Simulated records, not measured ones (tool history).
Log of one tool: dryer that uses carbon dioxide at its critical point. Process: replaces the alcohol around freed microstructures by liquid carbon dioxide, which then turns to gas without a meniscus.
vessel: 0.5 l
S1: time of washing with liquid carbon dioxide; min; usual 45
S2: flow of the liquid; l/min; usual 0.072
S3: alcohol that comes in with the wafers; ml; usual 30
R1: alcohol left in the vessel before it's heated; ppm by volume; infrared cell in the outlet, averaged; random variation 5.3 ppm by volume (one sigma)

run	hour	S1	S2	S3	R1
1	0	45	0.072	30	131
2	9.5	45	0.072	30	127
3	18.6	45	0.072	30	129
4	25.9	45	0.0808	30	70
5	36.3	43	0.072	30	169
6	46.1	45	0.072	58	235
7	52.2	45	0.072	58	241
8	57.5	45	0.072	58	228
9	66.4	45	0.072	30	136
10	76.1	45	0.072	30	126
11	82.8	45	0.0601	30	369
12	92.9	45	0.072	30	135
13	101.2	45	0.072	30	138
14	106	72	0.0821	103	32
15	114.5	72	0.0913	103	19
16	124.4	66	0.0661	119	86
17	134	66	0.0661	119	83
18	141.8	46	0.045	24	1104
19	151.5	46	0.045	24	1096
20	158.3	58	0.072	38	49
21	166.7	40	0.0526	32	1329
22	174.5	64	0.0807	28	34
23	182.4	59	0.0935	47	22
24	190.8	42	0.0692	91	748
25	196.7	29	0.0692	85	3776

4 ways to go on from here, each from the tool as it stands after run 25. What would each give?
A	205.3	54	0.0692	89	?
B	205.3	45	0.072	36	?
C	205.3	69	0.0787	104	?
D	205.3	43	0.0668	30	?

run	R1
A	179
B	166
C	27
D	290
Without the tool's hidden state the same runs would have given:
run	R1
A	137
B	128
C	6
D	242
